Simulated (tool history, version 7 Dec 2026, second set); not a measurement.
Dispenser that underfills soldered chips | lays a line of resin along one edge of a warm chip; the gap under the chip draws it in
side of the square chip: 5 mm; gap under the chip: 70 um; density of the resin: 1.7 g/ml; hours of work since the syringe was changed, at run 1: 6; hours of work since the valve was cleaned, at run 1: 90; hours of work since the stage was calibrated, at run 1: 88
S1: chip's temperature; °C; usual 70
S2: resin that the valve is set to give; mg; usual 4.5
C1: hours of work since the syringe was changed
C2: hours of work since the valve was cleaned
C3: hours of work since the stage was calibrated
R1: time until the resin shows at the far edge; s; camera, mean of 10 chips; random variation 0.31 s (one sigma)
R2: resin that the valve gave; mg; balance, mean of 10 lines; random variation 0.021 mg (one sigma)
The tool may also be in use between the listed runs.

| run | hour | S1 | S2 | C1 | C2 | C3 | R1 | R2 |
|---|---|---|---|---|---|---|---|---|
| 1 | 0 | 70 | 4.5 | 6 | 90 | 88 | 10.3 | 4.25 |
|  | 1.1 | new syringe of resin |
| 2 | 5 | 70 | 4.5 | 3 | 94 | 92 | 7.9 | 4.27 |
| 3 | 7.6 | 70 | 4.5 | 5 | 96 | 93 | 9.1 | 4.26 |
|  | 10.2 | new syringe of resin |
| 4 | 12.2 | 70 | 4.5 | 2 | 99 | 97 | 7.1 | 4.29 |
| 5 | 14.7 | 62 | 4.5 | 3 | 101 | 99 | 11.7 | 4.25 |
| 6 | 17.1 | 62 | 4.5 | 5 | 103 | 101 | 13.9 | 4.23 |
|  | 19.4 | new syringe of resin |
| 7 | 20.1 | 62 | 4.5 | 1 | 105 | 103 | 10.1 | 4.24 |
| 8 | 24.1 | 62 | 4.5 | 4 | 108 | 106 | 12.2 | 4.24 |
| 9 | 26.4 | 70 | 4.5 | 5 | 110 | 108 | 9.2 | 4.24 |
|  | 28.7 | new syringe of resin |
| 10 | 32.2 | 70 | 4.5 | 3 | 114 | 112 | 7.8 | 4.25 |
| 11 | 35.3 | 70 | 4.5 | 5 | 117 | 114 | 8.7 | 4.16 |
|  | 37.9 | new syringe of resin |
| 12 | 40.9 | 70 | 4.5 | 2 | 121 | 119 | 7.4 | 4.18 |
|  | 46.5 | dispensing valve cleaned and set on the balance |
|  | 47.8 | new syringe of resin |
| 13 | 47.8 | 64 | 4.5 | 0 | 1 | 123 | 8.7 | 4.53 |
| 14 | 50.8 | 64 | 4.5 | 2 | 3 | 125 | 10.1 | 4.49 |
| 15 | 54.5 | 64 | 4.5 | 5 | 6 | 128 | 12.5 | 4.53 |
|  | 56.7 | new syringe of resin |
| 16 | 59 | 64 | 4.5 | 2 | 9 | 131 | 10 | 4.48 |
| 17 | 63.1 | 70 | 4.48 | 5 | 12 | 134 | 8.6 | 4.45 |
|  | 65.7 | new syringe of resin |
| 18 | 68 | 70 | 4.48 | 2 | 16 | 138 | 7 | 4.44 |
| 19 | 71 | 70 | 4.48 | 4 | 18 | 140 | 8.6 | 4.45 |
|  | 74.7 | new syringe of resin |
| 20 | 75.7 | 69 | 4.72 | 1 | 22 | 144 | 6.7 | 4.67 |
| 21 | 79.7 | 84 | 5.15 | 4 | 25 | 147 | 5 | 5.07 |
| 22 | 83 | 84 | 5.15 | 6 | 27 | 150 | 5.3 | 5.08 |
|  | 83.8 | new syringe of resin |
| 23 | 86.6 | 55 | 4.33 | 2 | 30 | 152 | 16.4 | 4.3 |
| 24 | 91.9 | 68 | 3.95 | 6 | 34 | 156 | 11 | 3.88 |
|  | 92.7 | new syringe of resin |
| 25 | 96.8 | 64 | 4.5 | 3 | 38 | 160 | 10.8 | 4.39 |
|  | 101.7 | new syringe of resin |
| 26 | 101.9 | 58 | 4.98 | 0 | 42 | 164 | 11.2 | 4.91 |
| 27 | 106.9 | 81 | 5.05 | 4 | 45 | 167 | 5.1 | 4.91 |
|  | 110.8 | new syringe of resin |
| 28 | 112.7 | 68 | 5.14 | 2 | 50 | 172 | 8.2 | 4.99 |
| 29 | 116.6 | 83 | 5.26 | 5 | 53 | 175 | 4.7 | 5.16 |
|  | 119.9 | new syringe of resin |
| 30 | 120.8 | 83 | 5.26 | 1 | 56 | 178 | 3.7 | 5.12 |
| 31 | 125.2 | 59 | 5.29 | 4 | 59 | 181 | 14.4 | 5.15 |
| 32 | 128.2 | 56 | 4.17 | 6 | 62 | 184 | 21.2 | 4.04 |
|  | 128.9 | new syringe of resin |
| 33 | 131.6 | 65 | 5.76 | 2 | 64 | 186 | 10.2 | 5.56 |

4 ways to go on from here, each from the tool as it stands after run 33. What would each give?
| A | 134 | 64 | 4.5 | 4 | 66 | 188 | ? | ? |
| B | 134 | 73 | 5.3 | 4 | 66 | 188 | ? | ? |
| C | 134 | 70 | 4.41 | 4 | 66 | 188 | ? | ? |
| D | 134 | 67 | 5.5 | 4 | 66 | 188 | ? | ? |

| run | R1 | R2 |
|---|---|---|
| A | 12.2 | 4.35 |
| B | 7.5 | 5.14 |
| C | 8.2 | 4.26 |
| D | 10 | 5.32 |
Without the tool's hidden state the same runs would have given:
| run | R1 | R2 |
|---|---|---|
| A | 8.8 | 4.5 |
| B | 5.5 | 5.32 |
| C | 5.8 | 4.4 |
| D | 7.2 | 5.51 |
